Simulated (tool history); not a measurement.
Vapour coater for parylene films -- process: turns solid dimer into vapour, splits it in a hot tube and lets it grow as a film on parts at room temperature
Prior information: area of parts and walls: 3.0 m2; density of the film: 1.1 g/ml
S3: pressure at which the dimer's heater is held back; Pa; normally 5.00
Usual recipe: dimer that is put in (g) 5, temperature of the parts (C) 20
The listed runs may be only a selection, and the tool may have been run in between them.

Run 1, hour 0.0: usual settings. Result: thickness of the film (um) 0.860.
Run 2, hour 12.0: usual settings. Result: thickness of the film (um) 0.867.
Run 3, hour 21.3: usual settings. Result: thickness of the film (um) 0.874.
Run 4, hour 31.8: usual settings but S3 4.14 Pa. Result: thickness of the film (um) 0.881.
Run 5, hour 46.6: usual settings but S3 4.14 Pa. Result: thickness of the film (um) 0.871.
Run 6, hour 61.6: usual settings but S3 4.14 Pa. Result: thickness of the film (um) 0.881.
Run 7, hour 70.4: usual settings but dimer that is put in (g) 2. Result: thickness of the film (um) 0.353.
Run 8, hour 78.7: usual settings but dimer that is put in (g) 2. Result: thickness of the film (um) 0.344.
Run 9, hour 91.3: usual settings but S3 5.24 Pa. Result: thickness of the film (um) 0.845.
Run 10, hour 105.3: usual settings but dimer that is put in (g) 3. Result: thickness of the film (um) 0.505.
Run 11, hour 114.5: usual settings but dimer that is put in (g) 3, S3 7.19 Pa. Result: thickness of the film (um) 0.495.
Run 12, hour 123.2: usual settings but dimer that is put in (g) 3, temperature of the parts (C) 18. Result: thickness of the film (um) 0.527.

Forecast run 13:
Run 13, hour 131.2: usual settings but dimer that is put in (g) 3, temperature of the parts (C) 18. Result: thickness of the film (um) ?.

thickness of the film (um): 0.535
With no hidden state in the tool, this same run would have given thickness of the film (um) 0.546.

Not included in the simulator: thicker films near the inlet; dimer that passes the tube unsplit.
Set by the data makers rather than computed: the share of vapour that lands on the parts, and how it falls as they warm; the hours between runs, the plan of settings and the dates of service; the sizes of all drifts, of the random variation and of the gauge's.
